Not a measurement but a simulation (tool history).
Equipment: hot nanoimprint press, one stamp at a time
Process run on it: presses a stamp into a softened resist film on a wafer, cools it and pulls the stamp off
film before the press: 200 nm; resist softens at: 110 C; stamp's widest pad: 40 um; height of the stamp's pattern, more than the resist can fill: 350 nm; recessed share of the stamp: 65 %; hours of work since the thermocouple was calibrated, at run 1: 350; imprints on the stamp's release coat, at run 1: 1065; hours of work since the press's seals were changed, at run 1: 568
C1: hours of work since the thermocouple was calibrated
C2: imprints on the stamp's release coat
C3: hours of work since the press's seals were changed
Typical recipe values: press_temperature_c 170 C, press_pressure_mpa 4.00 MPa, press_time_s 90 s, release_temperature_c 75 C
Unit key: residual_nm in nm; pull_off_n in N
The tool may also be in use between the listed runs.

run 1 hour=0.0 | press_temperature_c=170 press_pressure_mpa=4.00 press_time_s=90 release_temperature_c=75 | C1=350 C2=1065 C3=568 | residual_nm=96.5 pull_off_n=226
run 2 hour=33.2 | press_temperature_c=170 press_pressure_mpa=4.00 press_time_s=90 release_temperature_c=75 | C1=369 C2=1153 C3=588 | residual_nm=96.6 pull_off_n=230
-- hour=63.2 plate thermocouple calibrated
-- hour=69.2 stamp cleaned and given a new release coat
run 3 hour=85.4 | press_temperature_c=170 press_pressure_mpa=4.00 press_time_s=90 release_temperature_c=75 | C1=10 C2=43 C3=613 | residual_nm=92.8 pull_off_n=179
run 4 hour=140.8 | press_temperature_c=170 press_pressure_mpa=4.00 press_time_s=90 release_temperature_c=75 | C1=42 C2=189 C3=646 | residual_nm=92.4 pull_off_n=182
-- hour=198.5 press's hydraulic seals changed and the load cell set to zero
run 5 hour=209.7 | press_temperature_c=170 press_pressure_mpa=4.00 press_time_s=90 release_temperature_c=75 | C1=78 C2=350 C3=7 | residual_nm=91.1 pull_off_n=193
run 6 hour=257.6 | press_temperature_c=170 press_pressure_mpa=4.00 press_time_s=155 release_temperature_c=75 | C1=106 C2=476 C3=35 | residual_nm=72.1 pull_off_n=193
-- hour=276.0 plate thermocouple calibrated, once more
run 7 hour=308.8 | press_temperature_c=170 press_pressure_mpa=4.00 press_time_s=155 release_temperature_c=75 | C1=19 C2=604 C3=63 | residual_nm=85.7 pull_off_n=209
run 8 hour=371.5 | press_temperature_c=170 press_pressure_mpa=4.00 press_time_s=90 release_temperature_c=75 | C1=56 C2=769 C3=100 | residual_nm=105.2 pull_off_n=217
run 9 hour=427.0 | press_temperature_c=170 press_pressure_mpa=4.00 press_time_s=75 release_temperature_c=75 | C1=89 C2=915 C3=133 | residual_nm=110.6 pull_off_n=227
run 10 hour=472.1 | press_temperature_c=170 press_pressure_mpa=4.00 press_time_s=75 release_temperature_c=75 | C1=115 C2=1035 C3=159 | residual_nm=109.9 pull_off_n=230
run 11 hour=503.5 | press_temperature_c=170 press_pressure_mpa=4.00 press_time_s=75 release_temperature_c=75 | C1=134 C2=1117 C3=178 | residual_nm=109.3 pull_off_n=230
-- hour=552.3 stamp cleaned and given a new release coat
run 12 hour=573.2 | press_temperature_c=170 press_pressure_mpa=5.61 press_time_s=90 release_temperature_c=75 | C1=172 C2=55 C3=215 | residual_nm=87.9 pull_off_n=185
run 13 hour=603.7 | press_temperature_c=170 press_pressure_mpa=4.00 press_time_s=90 release_temperature_c=75 | C1=189 C2=135 C3=233 | residual_nm=100.0 pull_off_n=190
run 14 hour=671.5 | press_temperature_c=170 press_pressure_mpa=4.00 press_time_s=90 release_temperature_c=75 | C1=229 C2=314 C3=273 | residual_nm=100.1 pull_off_n=192
run 15 hour=719.0 | press_temperature_c=170 press_pressure_mpa=4.00 press_time_s=90 release_temperature_c=75 | C1=257 C2=440 C3=301 | residual_nm=98.1 pull_off_n=202
run 16 hour=764.3 | press_temperature_c=170 press_pressure_mpa=4.00 press_time_s=90 release_temperature_c=70 | C1=284 C2=559 C3=328 | residual_nm=98.0 pull_off_n=225
run 17 hour=806.3 | press_temperature_c=170 press_pressure_mpa=4.00 press_time_s=106 release_temperature_c=83 | C1=309 C2=670 C3=353 | residual_nm=91.5 pull_off_n=176
run 18 hour=867.3 | press_temperature_c=163 press_pressure_mpa=4.00 press_time_s=106 release_temperature_c=77 | C1=345 C2=831 C3=389 | residual_nm=134.2 pull_off_n=210
run 19 hour=906.0 | press_temperature_c=163 press_pressure_mpa=4.00 press_time_s=106 release_temperature_c=77 | C1=368 C2=933 C3=411 | residual_nm=135.0 pull_off_n=213
-- hour=944.3 plate thermocouple calibrated
run 20 hour=951.9 | press_temperature_c=171 press_pressure_mpa=4.00 press_time_s=59 release_temperature_c=77 | C1=4 C2=1047 C3=437 | residual_nm=116.3 pull_off_n=225
run 21 hour=1011.7 | press_temperature_c=164 press_pressure_mpa=4.46 press_time_s=174 release_temperature_c=79 | C1=40 C2=1204 C3=472 | residual_nm=116.5 pull_off_n=219
-- hour=1029.7 stamp cleaned and given a new release coat
run 22 hour=1064.9 | press_temperature_c=164 press_pressure_mpa=4.46 press_time_s=174 release_temperature_c=79 | C1=67 C2=93 C3=500 | residual_nm=115.3 pull_off_n=173
run 23 hour=1113.3 | press_temperature_c=170 press_pressure_mpa=3.69 press_time_s=71 release_temperature_c=75 | C1=96 C2=221 C3=528 | residual_nm=115.4 pull_off_n=193
run 24 hour=1178.5 | press_temperature_c=176 press_pressure_mpa=4.00 press_time_s=90 release_temperature_c=77 | C1=134 C2=393 C3=567 | residual_nm=70.3 pull_off_n=190
run 25 hour=1222.1 | press_temperature_c=176 press_pressure_mpa=4.00 press_time_s=90 release_temperature_c=77 | C1=160 C2=508 C3=592 | residual_nm=69.9 pull_off_n=199
run 26 hour=1260.3 | press_temperature_c=170 press_pressure_mpa=5.14 press_time_s=71 release_temperature_c=74 | C1=183 C2=609 C3=615 | residual_nm=100.1 pull_off_n=220
run 27 hour=1319.6 | press_temperature_c=170 press_pressure_mpa=5.14 press_time_s=71 release_temperature_c=74 | C1=217 C2=765 C3=650 | residual_nm=101.0 pull_off_n=220
-- hour=1372.8 press's hydraulic seals changed and the load cell set to zero
run 28 hour=1380.2 | press_temperature_c=177 press_pressure_mpa=4.02 press_time_s=142 release_temperature_c=76 | C1=248 C2=904 C3=4 | residual_nm=50.6 pull_off_n=213
run 29 hour=1416.5 | press_temperature_c=170 press_pressure_mpa=4.39 press_time_s=116 release_temperature_c=76 | C1=270 C2=1000 C3=26 | residual_nm=84.8 pull_off_n=218

Hidden state at the last listed run before each entry between runs and at the first one after, where it differs:
Runs 2 to 3: plate thermocouple calibrated (hour 63.2); stamp cleaned and given a new release coat (hour 69.2)
  true temperature over the reading, C: 1.78 -> 2.37; pressure that arrives at the usual setting, %: 98.04 -> 97.97; grip of the stamp's worn release coat, % over a new coat's: 27.6 -> 1
  measured less the result without the state, residual_nm: -10.2 -> -13.8 nm; pull_off_n: +43 -> -8 N
Runs 4 to 5: press's hydraulic seals changed and the load cell set to zero (hour 198.5)
  true temperature over the reading, C: 2.52 -> 2.71; pressure that arrives at the usual setting, %: 97.88 -> 100.04; grip of the stamp's worn release coat, % over a new coat's: 4.5 -> 8.3
  measured less the result without the state, residual_nm: -14.6 -> -16.6 nm; pull_off_n: -2 -> +5 N
Runs 6 to 7: plate thermocouple calibrated, once more (hour 276.0)
  true temperature over the reading, C: 2.85 -> 0.23; pressure that arrives at the usual setting, %: 99.95 -> 99.85; grip of the stamp's worn release coat, % over a new coat's: 11.3 -> 14.3
  measured less the result without the state, residual_nm: -15.5 -> -1.3 nm; pull_off_n: +8 -> +25 N
Runs 11 to 12: stamp cleaned and given a new release coat (hour 552.3)
  true temperature over the reading, C: 0.78 -> 0.97; pressure that arrives at the usual setting, %: 99.51 -> 99.4; grip of the stamp's worn release coat, % over a new coat's: 26.7 -> 1.3
  measured less the result without the state, residual_nm: -4.8 -> -5.5 nm; pull_off_n: +46 -> -2 N
Runs 19 to 20: plate thermocouple calibrated (hour 944.3)
  true temperature over the reading, C: 1.92 -> 0.1; pressure that arrives at the usual setting, %: 98.78 -> 98.71; grip of the stamp's worn release coat, % over a new coat's: 22.2 -> 25
  measured less the result without the state, residual_nm: -12.3 -> -0.1 nm; pull_off_n: +31 -> +45 N
Runs 21 to 22: stamp cleaned and given a new release coat (hour 1029.7)
  true temperature over the reading, C: 0.28 -> 0.42; pressure that arrives at the usual setting, %: 98.59 -> 98.5; grip of the stamp's worn release coat, % over a new coat's: 28.8 -> 2.2
  measured less the result without the state, residual_nm: -1.4 -> -2.3 nm; pull_off_n: +48 -> +2 N
Runs 27 to 28: press's hydraulic seals changed and the load cell set to zero (hour 1372.8)
  true temperature over the reading, C: 1.18 -> 1.34; pressure that arrives at the usual setting, %: 98.02 -> 100.02; grip of the stamp's worn release coat, % over a new coat's: 18.2 -> 21.5
  measured less the result without the state, residual_nm: -6.5 -> -4.8 nm; pull_off_n: +30 -> +33 N

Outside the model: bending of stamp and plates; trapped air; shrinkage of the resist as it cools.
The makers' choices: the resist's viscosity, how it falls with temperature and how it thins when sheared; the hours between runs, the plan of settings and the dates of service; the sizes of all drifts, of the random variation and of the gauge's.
